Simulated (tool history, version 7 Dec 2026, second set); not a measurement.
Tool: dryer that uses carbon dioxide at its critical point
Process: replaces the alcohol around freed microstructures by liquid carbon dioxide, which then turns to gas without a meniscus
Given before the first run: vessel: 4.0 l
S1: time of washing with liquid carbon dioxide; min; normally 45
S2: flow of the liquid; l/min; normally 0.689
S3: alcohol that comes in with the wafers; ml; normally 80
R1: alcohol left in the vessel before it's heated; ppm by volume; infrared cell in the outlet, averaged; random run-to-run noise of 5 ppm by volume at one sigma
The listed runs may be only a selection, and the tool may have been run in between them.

Run 1, hour 0: usual settings. Result: R1 117 ppm by volume.
Run 2, hour 7.1: usual settings but S3 37 ml. Result: R1 106 ppm by volume.
Run 3, hour 18.6: usual settings but S3 37 ml. Result: R1 106 ppm by volume.
Run 4, hour 26.3: usual settings but S3 37 ml. Result: R1 109 ppm by volume.
Run 5, hour 36.6: usual settings but S3 37 ml. Result: R1 103 ppm by volume.
Run 6, hour 47.3: usual settings but S3 37 ml. Result: R1 109 ppm by volume.
Run 7, hour 56.7: usual settings but S2 1.005 l/min. Result: R1 98 ppm by volume.
Run 8, hour 61.8: usual settings but S2 1.005 l/min. Result: R1 95 ppm by volume.
Run 9, hour 68.2: usual settings but S2 1.005 l/min. Result: R1 104 ppm by volume.
Run 10, hour 77.3: usual settings. Result: R1 139 ppm by volume.
Run 11, hour 83.7: usual settings. Result: R1 139 ppm by volume.
Run 12, hour 88.7: usual settings. Result: R1 141 ppm by volume.
Run 13, hour 98.5: usual settings. Result: R1 139 ppm by volume.
Run 14, hour 108.7: usual settings but S2 0.516 l/min. Result: R1 289 ppm by volume.
Run 15, hour 118.7: usual settings but S2 0.676 l/min. Result: R1 158 ppm by volume.
Run 16, hour 128.8: usual settings but S2 0.676 l/min. Result: R1 163 ppm by volume.
Run 17, hour 136.9: usual settings but S2 0.676 l/min. Result: R1 157 ppm by volume.
Run 18, hour 147.7: usual settings but S2 0.676 l/min. Result: R1 161 ppm by volume.
Run 19, hour 158.5: usual settings but S2 0.676 l/min. Result: R1 166 ppm by volume.
Run 20, hour 164.7: usual settings but S2 0.676 l/min. Result: R1 166 ppm by volume.
Run 21, hour 174.4: usual settings but S2 0.676 l/min. Result: R1 163 ppm by volume.
Run 22, hour 179.5: usual settings but S2 0.676 l/min. Result: R1 177 ppm by volume.
Run 23, hour 189.1: usual settings but S2 0.676 l/min. Result: R1 160 ppm by volume.
Run 24, hour 197.9: usual settings. Result: R1 170 ppm by volume.
Run 25, hour 208.4: usual settings. Result: R1 177 ppm by volume.
Run 26, hour 217.6: usual settings. Result: R1 184 ppm by volume.
Run 27, hour 225.5: usual settings. Result: R1 181 ppm by volume.
Run 28, hour 236.5: usual settings. Result: R1 180 ppm by volume.
Run 29, hour 244: usual settings. Result: R1 175 ppm by volume.
Run 30, hour 252.1: usual settings but S1 50 min, S3 54 ml. Result: R1 146 ppm by volume.
Run 31, hour 261.7: usual settings but S1 41 min, S2 0.875 l/min, S3 101 ml. Result: R1 162 ppm by volume.
Run 32, hour 270.2: usual settings but S1 41 min, S2 0.875 l/min, S3 101 ml. Result: R1 168 ppm by volume.
Run 33, hour 279.6: usual settings but S1 43 min, S2 0.544 l/min, S3 68 ml. Result: R1 339 ppm by volume.
Run 34, hour 289: usual settings but S1 62 min, S2 0.532 l/min, S3 32 ml. Result: R1 151 ppm by volume.
Run 35, hour 300.3: usual settings but S1 62 min, S2 0.532 l/min, S3 32 ml. Result: R1 148 ppm by volume.
Run 36, hour 309.3: usual settings but S1 62 min, S2 0.532 l/min, S3 32 ml. Result: R1 147 ppm by volume.
Run 37, hour 314.9: usual settings but S1 53 min, S2 0.885 l/min, S3 108 ml. Result: R1 159 ppm by volume.
Run 38, hour 326: usual settings but S1 31 min, S2 0.664 l/min. Result: R1 584 ppm by volume.
Run 39, hour 335.6: usual settings but S1 31 min, S2 0.664 l/min. Result: R1 589 ppm by volume.
Run 40, hour 346.5: usual settings but S1 31 min, S2 0.664 l/min. Result: R1 595 ppm by volume.
At hour 356.9: inlet filter changed.
Run 41, hour 356.9: usual settings but S1 31 min, S2 0.664 l/min. Result: R1 415 ppm by volume.
Run 42, hour 367.2: usual settings but S1 42 min, S2 0.456 l/min, S3 59 ml. Result: R1 403 ppm by volume.
Run 43, hour 375.2: usual settings but S1 34 min, S2 0.584 l/min, S3 91 ml. Result: R1 505 ppm by volume.
Run 44, hour 380.8: usual settings but S1 44 min, S2 0.584 l/min, S3 29 ml. Result: R1 185 ppm by volume.
Run 45, hour 389.6: usual settings but S1 29 min, S2 0.656 l/min, S3 39 ml. Result: R1 337 ppm by volume.
Run 46, hour 396.6: usual settings but S1 29 min, S2 0.656 l/min, S3 39 ml. Result: R1 351 ppm by volume.
Run 47, hour 403.1: usual settings but S1 30 min, S2 0.715 l/min, S3 75 ml. Result: R1 369 ppm by volume.

Same runs, no hidden state in the tool, same run-to-run variation:
Hidden conditions of the tool in this case: flow that reaches the vessel past the clogged filter, %; alcohol in the recycled carbon dioxide, ppm; drift of the gauge itself on alcohol_ppm, %.
run   R1
  1   30
  2   22
  3   20
  4   19
  5   14
  6   16
  7    6
  8    5
  9   10
 10   31
 11   31
 12   31
 13   29
 14  141
 15   40
 16   44
 17   36
 18   32
 19   36
 20   34
 21   33
 22   41
 23   25
 24   33
 25   37
 26   40
 27   38
 28   35
 29   30
 30   15
 31   17
 32   22
 33  123
 34   11
 35    7
 36    5
 37   18
 38  265
 39  264
 40  261
 41  268
 42  254
 43  348
 44   40
 45  181
 46  191
 47  206

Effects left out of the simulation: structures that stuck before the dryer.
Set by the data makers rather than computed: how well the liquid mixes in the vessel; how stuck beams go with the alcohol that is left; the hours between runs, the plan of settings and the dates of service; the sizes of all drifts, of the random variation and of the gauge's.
